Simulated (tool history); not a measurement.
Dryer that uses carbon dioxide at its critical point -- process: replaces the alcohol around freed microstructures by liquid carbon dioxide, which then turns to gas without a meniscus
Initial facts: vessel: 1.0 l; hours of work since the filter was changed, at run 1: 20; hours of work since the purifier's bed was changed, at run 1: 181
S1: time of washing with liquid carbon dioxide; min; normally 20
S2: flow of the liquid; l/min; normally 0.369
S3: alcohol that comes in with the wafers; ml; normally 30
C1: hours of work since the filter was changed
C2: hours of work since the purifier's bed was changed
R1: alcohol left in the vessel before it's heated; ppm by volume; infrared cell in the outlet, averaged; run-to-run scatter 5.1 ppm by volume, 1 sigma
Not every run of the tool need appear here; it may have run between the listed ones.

run   hour  S1     S2  S3  C1   C2   R1
  1      0  20  0.369  30  20  181  116
  2     13  14  0.369  30  28  188  461
  3   29.2  14  0.369  30  37  197  474
  4   47.8  20  0.369  30  48  208  126
  5     68  28  0.369  30  60  220   70
  6   98.3  28  0.369  30  77  237   85
  7  115.9  15  0.369  30  87  247  391

Expected results for the next run?
  8  138.7  30  0.465  26  100  261   ?

R1: 83 ppm by volume
If the tool had no hidden condition, the same run with the same run-to-run variation would have returned R1 5 ppm by volume.
